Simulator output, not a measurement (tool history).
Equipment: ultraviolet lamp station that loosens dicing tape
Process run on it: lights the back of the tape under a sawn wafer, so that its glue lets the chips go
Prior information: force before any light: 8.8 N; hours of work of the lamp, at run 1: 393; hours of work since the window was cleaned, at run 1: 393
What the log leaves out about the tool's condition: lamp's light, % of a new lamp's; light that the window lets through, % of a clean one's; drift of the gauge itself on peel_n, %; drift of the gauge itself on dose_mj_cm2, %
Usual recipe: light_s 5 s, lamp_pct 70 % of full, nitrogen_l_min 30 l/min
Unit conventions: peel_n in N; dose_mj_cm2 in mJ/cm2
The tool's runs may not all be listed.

run    hour  light_s  lamp_pct  nitrogen_l_min  hours of work of the lamp  hours of work since the window was cleaned  peel_n  dose_mj_cm2
  1       0        5        70              30                        393                                         393   0.955          391
  2    66.3        5        71              30                        432                                         432    0.99          392
  3   111.7        5        70              56                        459                                         459   0.677          384
  4   145.3        5        70              56                        479                                         479   0.706          380
  5     218        5        70              30                        522                                         522   1.117          369
  6   249.4        5        76              30                        540                                         540    0.93          394
  7   293.9        5        76              30                        566                                         566    0.97          395
  8   335.6        5        92              30                        591                                         591   0.659          467
  9   402.7        5        70              30                        630                                         630   1.214          347
 10   467.5        5        70              30                        669                                         669   1.285          342
        493  -- window cleaned of glue's vapour
 11     512        5        70              30                        695                                          11   1.538          311
 12   576.4        5        70              30                        733                                          49   1.554          301
 13   624.6        5        70              30                        761                                          78   1.583          296
 14   670.1        5        70              30                        788                                         104   1.716          293
 15   702.2        5        70              30                        807                                         123    1.68          291
 16   767.6        5        70              30                        845                                         162   1.735          284
 17   836.1        8        62              30                        886                                         202    0.95          390
 18   897.9        7        96              27                        922                                         239   0.556          520
      919.5  -- window cleaned of glue's vapour, once more
 19   948.3        5        85              60                        951                                          17   0.533          417
 20   998.8        5        79              13                        981                                          47   1.804          383
 21  1069.5        9        65              46                       1023                                          88   0.304          548
 22  1134.9        2        85              49                       1061                                         127   3.198          159
 23  1200.3        2        85              49                       1100                                         165   3.214          154
 24  1264.5        9        77              58                       1138                                         203   0.208          601
 25  1303.3        4        70              49                       1161                                         226   1.736          246
 26  1345.2        3        70              10                       1185                                         251    4.41          185
 27  1409.9        3        70              52                       1223                                         289   2.746          174
 28  1465.3        3        70              52                       1256                                         322    2.76          170
 29  1512.6        3        98              31                       1284                                         349   2.279          235
 30  1553.3        3        98              31                       1308                                         373   2.299          231

Some steps in peel_n between neighbouring runs. How much of each would the tool show without its hidden state too (settings, what came in, random variation), and how much is left for the hidden state, with any gauge scatter that isn't in both results?
Run 21 -> 22: light_s 9 -> 2, lamp_pct 65 -> 85, nitrogen_l_min 46 -> 49. peel_n +2.894 N: hidden state +1.084, all else +1.81.
Run 23 -> 24: light_s 2 -> 9, lamp_pct 85 -> 77, nitrogen_l_min 49 -> 58. peel_n -3.006 N: hidden state -1.204, all else -1.802.
Run 24 -> 25: light_s 9 -> 4, lamp_pct 77 -> 70, nitrogen_l_min 58 -> 49. peel_n +1.528 N: hidden state +0.913, all else +0.615.
Run 25 -> 26: light_s 4 -> 3, nitrogen_l_min 49 -> 10. peel_n +2.674 N: hidden state +0.457, all else +2.217.
